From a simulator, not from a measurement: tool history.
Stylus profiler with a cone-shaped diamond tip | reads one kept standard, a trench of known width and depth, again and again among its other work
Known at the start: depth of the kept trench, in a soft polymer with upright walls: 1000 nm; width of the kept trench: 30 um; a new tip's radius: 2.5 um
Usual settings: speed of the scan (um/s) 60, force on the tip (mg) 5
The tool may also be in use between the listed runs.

run	hour	speed of the scan (um/s)	force on the tip (mg)	depth of the trench (Å)	width of the trench's floor (nm)
1	0	60	5	10286.5	24600
2	15.4	60	5	10287.6	24640
3	47.5	60	5	10290.4	24610
4	79.9	60	5	10288.9	24560
5	93.8	36	5	10286.3	24650
6	122.3	38	5	10286.6	24620
7	138.4	38	5	10288.4	24630
8	162	38	5	10289.8	24500
9	185.8	38	5	10285.5	24510
10	205	16	5	10290.1	24560
11	229	16	5	10294.1	24540
# hour 231: height scale calibrated on a step standard
12	253.6	16	5	10299.1	24510
13	273.3	16	5	10302.2	24500
14	295.8	80	5	10306.5	24260

Run 15 comes next. What will it give?
# hour 312.7: height scale calibrated on a step standard, once more
15	328.2	80	5	?	?

depth of the trench (Å): 10279.5
width of the trench's floor (nm): 24280
Without the tool's hidden state the same run would have given depth of the trench (Å) 10276, width of the trench's floor (nm) 25750.
